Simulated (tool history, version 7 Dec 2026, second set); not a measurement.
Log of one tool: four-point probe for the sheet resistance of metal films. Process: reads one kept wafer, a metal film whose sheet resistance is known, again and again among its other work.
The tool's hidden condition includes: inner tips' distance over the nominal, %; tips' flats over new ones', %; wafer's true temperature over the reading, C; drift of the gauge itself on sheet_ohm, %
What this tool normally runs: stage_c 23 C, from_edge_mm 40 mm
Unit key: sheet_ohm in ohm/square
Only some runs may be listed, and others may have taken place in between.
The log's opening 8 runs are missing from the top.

run,hour,stage_c,from_edge_mm,touches since the probe head was changed,hours of work since the stage's thermometer was calibrated,sheet_ohm
9,638.3,23,29,33005,304,0.039202
10,741.3,20,29,37084,358,0.039255
11,797.2,20,29,39300,388,0.039254
12,887.4,20,4,42874,436,0.041259
13,979.6,20,4,46525,484,0.041248
14,1026.8,20,4,48395,509,0.041259
15,1131.2,20,4,52530,565,0.041264
16,1195.9,20,4,55092,599,0.041290
17,1261.7,24,40,57698,634,0.039253
18,1325.3,23,40,60218,667,0.039268
19,1381.4,32,7,62440,697,0.039816
20,1465.2,25,11,65762,742,0.039527
21,1553.2,25,11,69247,788,0.039518
22,1605.7,25,35,71326,816,0.039293
23,1658.1,27,24,73403,844,0.039297
24,1703.3,20,6,75192,868,0.040261
25,1811.4,23,12,79475,925,0.039541
26,1879.8,23,4,82183,961,0.041326
27,1934.4,23,4,84345,990,0.041339
28,1999.4,33,4,86923,1024,0.041221

Predict the results of run 29:
29,2102.9,30,4,91021,1079,?

For run 29 the tool returned sheet_ohm 0.041262 ohm/square.
With no hidden state in the tool, this same run would have given sheet_ohm 0.041116 ohm/square.

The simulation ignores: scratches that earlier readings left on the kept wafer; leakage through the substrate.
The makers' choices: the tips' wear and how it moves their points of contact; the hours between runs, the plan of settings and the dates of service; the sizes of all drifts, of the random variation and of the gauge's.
